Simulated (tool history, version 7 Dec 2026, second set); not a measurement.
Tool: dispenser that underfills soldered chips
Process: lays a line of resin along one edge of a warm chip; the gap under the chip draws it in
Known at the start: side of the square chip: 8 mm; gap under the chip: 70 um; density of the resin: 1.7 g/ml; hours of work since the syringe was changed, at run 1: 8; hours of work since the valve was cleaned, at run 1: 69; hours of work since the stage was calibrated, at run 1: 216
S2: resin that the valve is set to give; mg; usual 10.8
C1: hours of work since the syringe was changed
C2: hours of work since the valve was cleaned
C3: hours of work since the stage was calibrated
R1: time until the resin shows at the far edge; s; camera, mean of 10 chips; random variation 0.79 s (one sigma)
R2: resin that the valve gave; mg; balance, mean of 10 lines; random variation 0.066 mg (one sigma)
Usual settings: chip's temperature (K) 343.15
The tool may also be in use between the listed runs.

Run 1, hour 0.0: usual settings; C1 8; C2 69; C3 216. Result: R1 96.4 s, R2 10.18 mg.
At hour 3.5: new syringe of resin.
Run 2, hour 7.0: usual settings; C1 3; C2 74; C3 221. Result: R1 79.4 s, R2 10.10 mg.
Run 3, hour 13.5: usual settings; C1 7; C2 78; C3 225. Result: R1 93.2 s, R2 10.05 mg.
At hour 17.7: new syringe of resin.
Run 4, hour 18.7: usual settings; C1 1; C2 82; C3 229. Result: R1 75.6 s, R2 10.16 mg.
Run 5, hour 24.9: usual settings but S2 12.4 mg; C1 5; C2 86; C3 233. Result: R1 84.5 s, R2 11.57 mg.
Run 6, hour 29.0: usual settings but S2 12.4 mg; C1 8; C2 90; C3 236. Result: R1 93.4 s, R2 11.45 mg.
At hour 32.1: new syringe of resin.
Run 7, hour 34.5: usual settings but S2 12.4 mg; C1 2; C2 93; C3 240. Result: R1 76.1 s, R2 11.41 mg.
Run 8, hour 38.0: usual settings; C1 4; C2 96; C3 243. Result: R1 85.8 s, R2 9.98 mg.
Run 9, hour 43.7: usual settings; C1 9; C2 100; C3 247. Result: R1 98.1 s, R2 9.92 mg.
At hour 46.5: new syringe of resin.
Run 10, hour 50.7: usual settings; C1 3; C2 105; C3 252. Result: R1 81.8 s, R2 9.94 mg.
Run 11, hour 55.1: usual settings but chip's temperature (K) 339.15, S2 9.3 mg; C1 6; C2 108; C3 255. Result: R1 110.8 s, R2 8.41 mg.
Run 12, hour 59.2: usual settings but chip's temperature (K) 336.15, S2 10.4 mg; C1 9; C2 111; C3 258. Result: R1 128.7 s, R2 9.43 mg.
At hour 60.6: new syringe of resin.
At hour 61.6: dispensing valve cleaned and set on the balance.
Run 13, hour 65.9: usual settings but chip's temperature (K) 355.15, S2 10.0 mg; C1 3; C2 3; C3 262. Result: R1 55.3 s, R2 10.02 mg.
Run 14, hour 72.7: usual settings but chip's temperature (K) 355.15, S2 10.0 mg; C1 8; C2 8; C3 267. Result: R1 66.7 s, R2 9.95 mg.
At hour 76.1: new syringe of resin.
Run 15, hour 78.6: usual settings but chip's temperature (K) 334.15, S2 12.5 mg; C1 2; C2 12; C3 271. Result: R1 99.5 s, R2 12.35 mg.
Run 16, hour 85.2: usual settings but chip's temperature (K) 334.15, S2 12.5 mg; C1 7; C2 17; C3 276. Result: R1 118.4 s, R2 12.35 mg.
At hour 90.4: new syringe of resin.
Run 17, hour 91.9: usual settings but chip's temperature (K) 356.15, S2 13.1 mg; C1 1; C2 22; C3 281. Result: R1 49.1 s, R2 13.00 mg.
Run 18, hour 96.5: usual settings but chip's temperature (K) 339.15, S2 10.9 mg; C1 4; C2 25; C3 284. Result: R1 93.2 s, R2 10.72 mg.
Run 19, hour 103.3: usual settings but chip's temperature (K) 357.15, S2 13.0 mg; C1 9; C2 30; C3 289. Result: R1 61.7 s, R2 12.72 mg.
At hour 104.6: new syringe of resin.
Run 20, hour 107.9: usual settings but chip's temperature (K) 357.15, S2 10.4 mg; C1 2; C2 33; C3 292. Result: R1 51.1 s, R2 10.06 mg.

Forecast each of these 3 alternatives for the next run:
Run A, hour 111.0: usual settings but chip's temperature (K) 348.15, S2 10.5 mg; C1 5; C2 36; C3 295. Result: R1 ?, R2 ?.
Run B, hour 111.0: usual settings but chip's temperature (K) 329.15, S2 10.5 mg; C1 5; C2 36; C3 295. Result: R1 ?, R2 ?.
Run C, hour 111.0: usual settings but chip's temperature (K) 336.15, S2 11.3 mg; C1 5; C2 36; C3 295. Result: R1 ?, R2 ?.

run     R1     R2
  A   71.9  10.22
  B  134.5  10.20
  C  104.6  10.96
Without the tool's hidden state the same runs would have given:
run     R1     R2
  A   62.8  10.51
  B  117.8  10.49
  C   91.6  11.27
